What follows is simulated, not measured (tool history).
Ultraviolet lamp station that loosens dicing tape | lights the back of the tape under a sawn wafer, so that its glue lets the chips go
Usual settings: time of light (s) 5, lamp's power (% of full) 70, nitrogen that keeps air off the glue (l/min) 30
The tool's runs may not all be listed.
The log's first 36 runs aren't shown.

run	day	time of light (s)	lamp's power (% of full)	nitrogen that keeps air off the glue (l/min)	hours of work of the lamp	hours of work since the window was cleaned	force that peels the tape off (N)	light that reached the tape (mJ/cm2)
37	26.912	2	63	59	380	39	1.532	157
38	27.333	6	63	10	385	43	0.870	472
39	27.954	6	63	10	391	50	0.914	464
40	28.454	2	69	11	397	55	2.253	172
41	29.125	8	64	20	404	62	0.396	632
42	29.946	3	67	17	412	71	1.469	247
43	30.454	2	72	28	418	77	1.665	170
44	30.988	2	85	22	424	82	1.574	202

Forecast each of these 4 alternatives for the next run:
A	31.592	3	66	16	430	89	?	?
B	31.592	8	85	50	430	89	?	?
C	31.592	10	85	22	430	89	?	?
D	31.592	5	94	16	430	89	?	?

run	force that peels the tape off (N)	light that reached the tape (mJ/cm2)
A	1.575	239
B	0.229	819
C	0.241	1020
D	0.525	568
Without the tool's hidden state the same runs would have given:
run	force that peels the tape off (N)	light that reached the tape (mJ/cm2)
A	1.310	285
B	0.221	979
C	0.230	1219
D	0.409	678
